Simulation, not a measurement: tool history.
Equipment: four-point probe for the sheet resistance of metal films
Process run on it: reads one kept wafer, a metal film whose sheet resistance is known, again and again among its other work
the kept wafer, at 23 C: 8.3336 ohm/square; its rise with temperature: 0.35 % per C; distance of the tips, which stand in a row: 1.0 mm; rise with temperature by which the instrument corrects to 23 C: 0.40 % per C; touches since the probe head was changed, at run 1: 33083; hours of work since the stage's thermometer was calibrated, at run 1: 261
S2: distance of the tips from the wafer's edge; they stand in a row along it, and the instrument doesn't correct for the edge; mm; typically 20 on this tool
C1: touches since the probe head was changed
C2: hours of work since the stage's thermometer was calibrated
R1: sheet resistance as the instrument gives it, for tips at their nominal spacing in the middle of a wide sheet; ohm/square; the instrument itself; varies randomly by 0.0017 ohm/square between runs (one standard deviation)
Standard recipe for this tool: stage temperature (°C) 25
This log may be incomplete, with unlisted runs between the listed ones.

{"run": 1, "day": 0.0, "stage temperature (°C)": 25, "S2": 20, "C1": 33083, "C2": 261, "R1": 8.33327}
{"run": 2, "day": 2.167, "stage temperature (°C)": 19, "S2": 20, "C1": 35317, "C2": 299, "R1": 8.353031}
{"run": 3, "day": 5.992, "stage temperature (°C)": 25, "S2": 4, "C1": 39255, "C2": 365, "R1": 8.589817}
{"run": 4, "day": 8.233, "stage temperature (°C)": 25, "S2": 4, "C1": 41563, "C2": 404, "R1": 8.589245}
{"run": 5, "day": 13.267, "stage temperature (°C)": 25, "S2": 4, "C1": 46749, "C2": 492, "R1": 8.585773}
{"run": 6, "day": 17.842, "stage temperature (°C)": 25, "S2": 4, "C1": 51463, "C2": 572, "R1": 8.584958}
{"run": 7, "day": 20.775, "stage temperature (°C)": 28, "S2": 20, "C1": 54486, "C2": 623, "R1": 8.309484}
{"run": 8, "day": 22.879, "stage temperature (°C)": 34, "S2": 20, "C1": 56651, "C2": 660, "R1": 8.288342}
{"run": 9, "day": 26.042, "stage temperature (°C)": 25, "S2": 20, "C1": 59909, "C2": 715, "R1": 8.321042}
{"run": 10, "day": 30.775, "stage temperature (°C)": 25, "S2": 20, "C1": 64787, "C2": 797, "R1": 8.317274}
{"run": 11, "day": 33.129, "stage temperature (°C)": 25, "S2": 20, "C1": 67210, "C2": 838, "R1": 8.315797}
{"run": 12, "day": 37.467, "stage temperature (°C)": 30, "S2": 20, "C1": 71681, "C2": 914, "R1": 8.295643}
{"run": 13, "day": 40.683, "stage temperature (°C)": 30, "S2": 20, "C1": 74995, "C2": 970, "R1": 8.295154}
{"run": 14, "day": 44.783, "stage temperature (°C)": 30, "S2": 7, "C1": 79215, "C2": 1042, "R1": 8.371942}
{"run": 15, "day": 48.683, "stage temperature (°C)": 25, "S2": 20, "C1": 83234, "C2": 1110, "R1": 8.30581}
{"run": 16, "day": 50.821, "stage temperature (°C)": 24, "S2": 20, "C1": 85436, "C2": 1147, "R1": 8.308353}
{"run": 17, "day": 54.462, "stage temperature (°C)": 24, "S2": 20, "C1": 89186, "C2": 1210, "R1": 8.308966}
{"run": 18, "day": 58.975, "stage temperature (°C)": 24, "S2": 20, "C1": 93837, "C2": 1289, "R1": 8.306564}
{"run": 19, "day": 62.883, "stage temperature (°C)": 24, "S2": 20, "C1": 97861, "C2": 1357, "R1": 8.302417}
{"run": 20, "day": 65.146, "stage temperature (°C)": 25, "S2": 53, "C1": 100194, "C2": 1397, "R1": 8.286654}
{"run": 21, "day": 69.096, "stage temperature (°C)": 25, "S2": 53, "C1": 104263, "C2": 1465, "R1": 8.286342}
{"run": 22, "day": 73.071, "stage temperature (°C)": 25, "S2": 53, "C1": 108356, "C2": 1535, "R1": 8.28281}
{"day": 73.829, "done": "stage's thermometer calibrated"}
{"run": 23, "day": 77.721, "stage temperature (°C)": 32, "S2": 5, "C1": 113127, "C2": 68, "R1": 8.437738}
{"run": 24, "day": 82.467, "stage temperature (°C)": 23, "S2": 42, "C1": 118017, "C2": 151, "R1": 8.292192}
{"day": 85.621, "done": "stage's thermometer calibrated, once more"}
{"run": 25, "day": 87.204, "stage temperature (°C)": 23, "S2": 42, "C1": 122872, "C2": 28, "R1": 8.265603}
{"run": 26, "day": 90.342, "stage temperature (°C)": 23, "S2": 42, "C1": 126105, "C2": 82, "R1": 8.265555}
{"run": 27, "day": 92.546, "stage temperature (°C)": 32, "S2": 22, "C1": 128378, "C2": 121, "R1": 8.237131}
{"run": 28, "day": 96.817, "stage temperature (°C)": 32, "S2": 22, "C1": 132776, "C2": 195, "R1": 8.235027}
{"run": 29, "day": 101.071, "stage temperature (°C)": 29, "S2": 18, "C1": 137157, "C2": 269, "R1": 8.249342}
{"run": 30, "day": 105.912, "stage temperature (°C)": 26, "S2": 13, "C1": 142148, "C2": 354, "R1": 8.269974}
{"run": 31, "day": 110.175, "stage temperature (°C)": 26, "S2": 13, "C1": 146537, "C2": 428, "R1": 8.26716}
{"run": 32, "day": 114.921, "stage temperature (°C)": 26, "S2": 13, "C1": 151426, "C2": 511, "R1": 8.268685}
{"run": 33, "day": 118.362, "stage temperature (°C)": 20, "S2": 20, "C1": 154973, "C2": 571, "R1": 8.268165}
{"run": 34, "day": 120.492, "stage temperature (°C)": 20, "S2": 69, "C1": 157164, "C2": 608, "R1": 8.259212}
{"run": 35, "day": 124.308, "stage temperature (°C)": 28, "S2": 12, "C1": 161095, "C2": 674, "R1": 8.259474}
{"run": 36, "day": 126.879, "stage temperature (°C)": 28, "S2": 12, "C1": 163745, "C2": 719, "R1": 8.257531}
{"run": 37, "day": 129.854, "stage temperature (°C)": 19, "S2": 17, "C1": 166809, "C2": 771, "R1": 8.270248}
{"run": 38, "day": 133.438, "stage temperature (°C)": 20, "S2": 13, "C1": 170502, "C2": 834, "R1": 8.280666}
{"day": 134.096, "done": "new probe head fitted"}
{"run": 39, "day": 135.821, "stage temperature (°C)": 34, "S2": 74, "C1": 1779, "C2": 874, "R1": 8.283406}
{"run": 40, "day": 140.9, "stage temperature (°C)": 32, "S2": 54, "C1": 7012, "C2": 963, "R1": 8.28733}
{"run": 41, "day": 143.883, "stage temperature (°C)": 32, "S2": 54, "C1": 10087, "C2": 1015, "R1": 8.286977}
{"run": 42, "day": 147.138, "stage temperature (°C)": 32, "S2": 54, "C1": 13438, "C2": 1072, "R1": 8.289105}
{"run": 43, "day": 152.096, "stage temperature (°C)": 26, "S2": 10, "C1": 18546, "C2": 1158, "R1": 8.346344}
{"run": 44, "day": 155.929, "stage temperature (°C)": 32, "S2": 10, "C1": 22494, "C2": 1225, "R1": 8.325828}

For each entry between runs, how does the tool's hidden state at the last listed run before it compare with that at the first listed run after it?
After run 22, before run 23: stage's thermometer calibrated (day 73.829)
  inner tips' distance over the nominal, %: -0.664 -> -0.698; tips' flats over new ones', %: 66 -> 69; wafer's true temperature over the reading, C: 0.58 -> 0.91
  measured minus no-state result, R1: -0.042932 -> -0.037743 ohm/square
After run 24, before run 25: stage's thermometer calibrated, once more (day 85.621)
  inner tips' distance over the nominal, %: -0.734 -> -0.771; tips' flats over new ones', %: 72 -> 75; wafer's true temperature over the reading, C: 0.93 -> 0.02
  measured minus no-state result, R1: -0.038809 -> -0.069056 ohm/square
After run 38, before run 39: new probe head fitted (day 134.096)
  inner tips' distance over the nominal, %: -1.111 -> -0.225; tips' flats over new ones', %: 105 -> 1; wafer's true temperature over the reading, C: 0.27 -> 0.28
  measured minus no-state result, R1: -0.092458 -> -0.012201 ohm/square
